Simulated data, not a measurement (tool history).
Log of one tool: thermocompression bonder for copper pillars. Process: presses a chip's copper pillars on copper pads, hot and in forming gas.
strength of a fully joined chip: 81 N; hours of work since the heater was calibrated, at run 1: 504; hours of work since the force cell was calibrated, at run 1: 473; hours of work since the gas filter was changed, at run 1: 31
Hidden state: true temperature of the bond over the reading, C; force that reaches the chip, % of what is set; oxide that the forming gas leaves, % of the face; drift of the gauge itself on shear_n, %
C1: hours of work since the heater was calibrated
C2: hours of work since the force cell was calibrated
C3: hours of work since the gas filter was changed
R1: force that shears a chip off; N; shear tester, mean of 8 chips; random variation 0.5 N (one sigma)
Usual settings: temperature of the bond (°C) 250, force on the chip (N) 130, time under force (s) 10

run 1 hour=0 | temperature_of_the_bond_(°C)=250 force_on_the_chip_(N)=130 time_under_force_(s)=10 | C1=504 C2=473 C3=31 | R1=38
run 2 hour=43.2 | temperature_of_the_bond_(°C)=250 force_on_the_chip_(N)=130 time_under_force_(s)=10 | C1=526 C2=494 C3=52 | R1=37.5
run 3 hour=71.5 | temperature_of_the_bond_(°C)=250 force_on_the_chip_(N)=130 time_under_force_(s)=10 | C1=540 C2=508 C3=66 | R1=38.2
run 4 hour=104.4 | temperature_of_the_bond_(°C)=250 force_on_the_chip_(N)=130 time_under_force_(s)=10 | C1=556 C2=524 C3=83 | R1=36.9
run 5 hour=137.4 | temperature_of_the_bond_(°C)=250 force_on_the_chip_(N)=130 time_under_force_(s)=10 | C1=573 C2=541 C3=99 | R1=37.7
run 6 hour=157.9 | temperature_of_the_bond_(°C)=250 force_on_the_chip_(N)=100 time_under_force_(s)=10 | C1=583 C2=551 C3=109 | R1=30.2
run 7 hour=192.2 | temperature_of_the_bond_(°C)=250 force_on_the_chip_(N)=100 time_under_force_(s)=10 | C1=600 C2=568 C3=126 | R1=31.5
run 8 hour=227.3 | temperature_of_the_bond_(°C)=250 force_on_the_chip_(N)=130 time_under_force_(s)=10 | C1=618 C2=586 C3=144 | R1=36.4
run 9 hour=269.6 | temperature_of_the_bond_(°C)=250 force_on_the_chip_(N)=130 time_under_force_(s)=10 | C1=639 C2=607 C3=165 | R1=37
run 10 hour=312.5 | temperature_of_the_bond_(°C)=250 force_on_the_chip_(N)=130 time_under_force_(s)=5 | C1=660 C2=628 C3=186 | R1=28.1
run 11 hour=338.6 | temperature_of_the_bond_(°C)=250 force_on_the_chip_(N)=130 time_under_force_(s)=10 | C1=673 C2=641 C3=199 | R1=36.8
run 12 hour=363.9 | temperature_of_the_bond_(°C)=250 force_on_the_chip_(N)=130 time_under_force_(s)=10 | C1=686 C2=654 C3=212 | R1=35.8
run 13 hour=394.4 | temperature_of_the_bond_(°C)=250 force_on_the_chip_(N)=130 time_under_force_(s)=19 | C1=701 C2=669 C3=227 | R1=45.5
-- hour=417.5 forming gas filter changed
run 14 hour=435.1 | temperature_of_the_bond_(°C)=250 force_on_the_chip_(N)=112 time_under_force_(s)=10 | C1=721 C2=689 C3=9 | R1=32.8
run 15 hour=466.9 | temperature_of_the_bond_(°C)=274 force_on_the_chip_(N)=92 time_under_force_(s)=24 | C1=737 C2=705 C3=25 | R1=55.4
run 16 hour=510.2 | temperature_of_the_bond_(°C)=250 force_on_the_chip_(N)=126 time_under_force_(s)=23 | C1=758 C2=726 C3=46 | R1=47.3
run 17 hour=547.2 | temperature_of_the_bond_(°C)=263 force_on_the_chip_(N)=130 time_under_force_(s)=12 | C1=777 C2=745 C3=65 | R1=47.3
run 18 hour=576.4 | temperature_of_the_bond_(°C)=263 force_on_the_chip_(N)=130 time_under_force_(s)=12 | C1=791 C2=759 C3=79 | R1=46.7
run 19 hour=602.1 | temperature_of_the_bond_(°C)=250 force_on_the_chip_(N)=130 time_under_force_(s)=11 | C1=804 C2=772 C3=92 | R1=37.7
run 20 hour=636.2 | temperature_of_the_bond_(°C)=248 force_on_the_chip_(N)=118 time_under_force_(s)=10 | C1=821 C2=789 C3=109 | R1=32.2
run 21 hour=660.6 | temperature_of_the_bond_(°C)=250 force_on_the_chip_(N)=152 time_under_force_(s)=10 | C1=833 C2=801 C3=121 | R1=40.5
run 22 hour=678.5 | temperature_of_the_bond_(°C)=250 force_on_the_chip_(N)=143 time_under_force_(s)=10 | C1=842 C2=810 C3=130 | R1=38
run 23 hour=710.4 | temperature_of_the_bond_(°C)=221 force_on_the_chip_(N)=130 time_under_force_(s)=8 | C1=858 C2=826 C3=146 | R1=18.3
run 24 hour=740 | temperature_of_the_bond_(°C)=221 force_on_the_chip_(N)=130 time_under_force_(s)=8 | C1=873 C2=841 C3=161 | R1=18
run 25 hour=764.7 | temperature_of_the_bond_(°C)=221 force_on_the_chip_(N)=130 time_under_force_(s)=8 | C1=885 C2=853 C3=173 | R1=17.6
run 26 hour=808.3 | temperature_of_the_bond_(°C)=250 force_on_the_chip_(N)=144 time_under_force_(s)=10 | C1=907 C2=875 C3=195 | R1=36.9
run 27 hour=838 | temperature_of_the_bond_(°C)=273 force_on_the_chip_(N)=108 time_under_force_(s)=20 | C1=921 C2=889 C3=209 | R1=54.4

Forecast each of these 5 alternatives for the next run:
run A hour=860.3 | temperature_of_the_bond_(°C)=250 force_on_the_chip_(N)=130 time_under_force_(s)=20 | C1=932 C2=900 C3=220 | R1=?
run B hour=860.3 | temperature_of_the_bond_(°C)=276 force_on_the_chip_(N)=108 time_under_force_(s)=8 | C1=932 C2=900 C3=220 | R1=?
run C hour=860.3 | temperature_of_the_bond_(°C)=273 force_on_the_chip_(N)=181 time_under_force_(s)=6 | C1=932 C2=900 C3=220 | R1=?
run D hour=860.3 | temperature_of_the_bond_(°C)=220 force_on_the_chip_(N)=108 time_under_force_(s)=20 | C1=932 C2=900 C3=220 | R1=?
run E hour=860.3 | temperature_of_the_bond_(°C)=273 force_on_the_chip_(N)=108 time_under_force_(s)=7 | C1=932 C2=900 C3=220 | R1=?

run=A R1=44.1
run=B R1=42.7
run=C R1=52.1
run=D R1=22.5
run=E R1=40.2
Without the tool's hidden state the same runs would have given:
run=A R1=49.7
run=B R1=47.9
run=C R1=57.6
run=D R1=26.3
run=E R1=45.2
